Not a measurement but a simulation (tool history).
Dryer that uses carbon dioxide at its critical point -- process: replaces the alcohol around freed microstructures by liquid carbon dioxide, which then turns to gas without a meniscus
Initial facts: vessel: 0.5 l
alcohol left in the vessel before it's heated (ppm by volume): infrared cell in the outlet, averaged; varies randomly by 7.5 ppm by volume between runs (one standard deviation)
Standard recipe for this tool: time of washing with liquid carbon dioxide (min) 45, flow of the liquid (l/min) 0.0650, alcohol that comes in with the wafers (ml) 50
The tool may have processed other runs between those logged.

run,hour,time of washing with liquid carbon dioxide (min),flow of the liquid (l/min),alcohol that comes in with the wafers (ml),alcohol left in the vessel before it's heated (ppm by volume)
1,0.0,45,0.0650,50,768
# hour 19.4: inlet filter changed
2,43.6,45,0.0650,50,566
3,88.9,45,0.0650,50,594
4,131.2,45,0.0650,50,653
5,163.7,45,0.0650,50,681
6,191.6,45,0.0650,50,724
# hour 222.3: purifier's bed changed
7,224.5,45,0.0572,50,1095
# hour 261.5: inlet filter changed
8,262.3,45,0.0650,50,403
9,301.8,45,0.0650,50,444
10,333.0,45,0.0650,50,470
11,377.8,45,0.0610,50,737
12,410.8,45,0.0610,50,788
13,433.3,45,0.0610,50,806
14,479.6,45,0.0610,50,892
# hour 500.3: inlet filter changed
15,509.1,45,0.0610,37,515
16,536.9,45,0.0650,50,526
17,560.7,45,0.0650,50,545
18,584.0,45,0.0532,101,2593
19,614.5,45,0.0532,101,2851
20,642.1,45,0.0790,50,280
21,666.6,38,0.0493,30,2367
22,692.2,45,0.0617,43,816
23,717.5,57,0.0543,35,470
# hour 740.6: inlet filter changed
24,762.7,63,0.0629,27,200
25,785.5,44,0.0650,50,642
26,812.2,42,0.0650,50,783
27,842.9,45,0.0650,77,878
28,880.8,45,0.0650,77,970
29,906.1,45,0.0650,77,984
30,951.6,59,0.1002,55,219
# hour 959.7: purifier's bed changed
# hour 982.6: inlet filter changed
31,984.6,59,0.1002,55,13
32,1026.9,50,0.0517,44,764
33,1052.4,50,0.0517,44,803
34,1073.7,60,0.0675,35,78

Run by run, hidden condition taken away, random variation retained:
Unlogged tool condition in this case: flow that reaches the vessel past the clogged filter, %; alcohol in the recycled carbon dioxide, ppm; drift of the gauge itself on alcohol_ppm, %.
run,alcohol left in the vessel before it's heated (ppm by volume)
1,378
2,387
3,368
4,370
5,363
6,367
7,749
8,387
9,383
10,374
11,553
12,547
13,537
14,541
15,407
16,384
17,380
18,2095
19,2182
20,108
21,1754
22,452
23,198
24,37
25,432
26,530
27,560
28,580
29,562
30,6
31,5
32,672
33,671
34,33

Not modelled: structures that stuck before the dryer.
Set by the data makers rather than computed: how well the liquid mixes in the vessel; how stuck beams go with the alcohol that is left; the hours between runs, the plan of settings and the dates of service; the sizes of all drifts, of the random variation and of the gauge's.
